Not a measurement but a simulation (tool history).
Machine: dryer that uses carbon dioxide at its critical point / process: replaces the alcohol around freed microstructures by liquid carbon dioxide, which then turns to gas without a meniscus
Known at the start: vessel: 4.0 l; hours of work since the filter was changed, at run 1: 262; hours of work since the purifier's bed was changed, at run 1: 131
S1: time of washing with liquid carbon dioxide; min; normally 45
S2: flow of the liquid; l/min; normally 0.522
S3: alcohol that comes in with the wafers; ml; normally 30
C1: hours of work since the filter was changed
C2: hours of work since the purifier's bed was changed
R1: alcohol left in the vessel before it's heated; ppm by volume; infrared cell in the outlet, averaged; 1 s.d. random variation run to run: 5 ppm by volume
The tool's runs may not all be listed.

run	day	S1	S2	S3	C1	C2	R1
1	0.000	45	0.522	30	262	131	85
2	2.075	45	0.522	30	300	169	100
3	3.208	45	0.522	30	321	190	105
4	5.421	45	0.522	30	362	231	119
5	7.767	45	0.522	30	405	274	125
# day 9.929: inlet filter changed
6	10.258	45	0.522	30	6	319	137
7	12.862	45	0.522	30	54	367	144
8	14.538	45	0.522	30	85	398	149
9	15.954	45	0.522	30	111	424	161
10	17.429	45	0.522	30	138	451	173
11	19.083	71	0.522	30	169	482	158
12	21.362	71	0.522	30	211	524	166
13	22.771	37	0.522	30	237	550	271
14	24.121	37	0.522	30	262	575	280
15	26.558	37	0.522	30	307	620	298
16	28.846	37	0.522	30	349	662	319
17	30.425	45	0.779	30	378	691	221
18	32.800	45	0.779	30	422	735	224
# day 33.925: inlet filter changed
19	35.421	45	0.522	30	28	783	272
20	36.646	45	0.414	30	50	805	338
21	38.871	45	0.414	30	91	846	366
22	40.429	45	0.862	30	120	875	284
23	43.046	45	0.862	30	168	923	308
24	44.362	45	0.789	30	193	948	287
25	45.708	45	0.789	30	217	972	295
# day 46.867: purifier's bed changed
26	47.521	52	0.789	30	249	12	2
27	48.829	52	0.804	36	273	36	11
28	50.696	52	0.804	36	307	71	30
29	52.296	57	0.522	24	337	100	38
30	54.712	48	0.395	29	381	145	160
31	56.254	48	0.395	29	410	173	177
32	57.350	45	0.502	106	430	193	271
# day 58.054: inlet filter changed
33	59.921	41	0.502	58	34	240	194
34	61.688	41	0.737	43	67	273	106
35	62.996	41	0.737	43	91	297	100
36	65.175	69	0.522	30	131	337	115
37	67.233	33	0.792	23	169	375	134
38	69.125	33	0.801	55	204	410	167
39	71.021	56	0.491	30	239	445	155
40	72.654	45	0.673	29	269	475	153
41	74.792	45	0.337	93	309	514	952
42	77.300	44	0.703	31	355	561	184
43	79.054	44	0.703	31	388	593	195
44	80.712	44	0.703	31	418	624	207
# day 82.158: inlet filter changed
45	83.354	44	0.703	31	22	672	220
46	85.483	44	0.703	31	61	711	226
47	86.558	45	0.407	94	81	731	570

For each entry between runs, how does the tool's hidden state at the last listed run before it compare with that at the first listed run after it?
Between runs 5 and 6: inlet filter changed (day 9.929)
  flow that reaches the vessel past the clogged filter, %: 91.4 -> 99.8; alcohol in the recycled carbon dioxide, ppm: 85.1 -> 99.7
  measured less the result without the state, R1: +96 -> +96 ppm by volume
Between runs 18 and 19: inlet filter changed (day 33.925)
  flow that reaches the vessel past the clogged filter, %: 92.1 -> 98.9; alcohol in the recycled carbon dioxide, ppm: 227.4 -> 241.9
  measured less the result without the state, R1: +222 -> +234 ppm by volume
Between runs 25 and 26: purifier's bed changed (day 46.867)
  flow that reaches the vessel past the clogged filter, %: 95.4 -> 94.8; alcohol in the recycled carbon dioxide, ppm: 299.7 -> 9
  measured less the result without the state, R1: +288 -> +2 ppm by volume
Between runs 32 and 33: inlet filter changed (day 58.054)
  flow that reaches the vessel past the clogged filter, %: 91.4 -> 99; alcohol in the recycled carbon dioxide, ppm: 64.4 -> 78.5
  measured less the result without the state, R1: +137 -> +81 ppm by volume
Between runs 44 and 45: inlet filter changed (day 82.158)
  flow that reaches the vessel past the clogged filter, %: 91.7 -> 99.6; alcohol in the recycled carbon dioxide, ppm: 189.8 -> 203.9
  measured less the result without the state, R1: +193 -> +200 ppm by volume
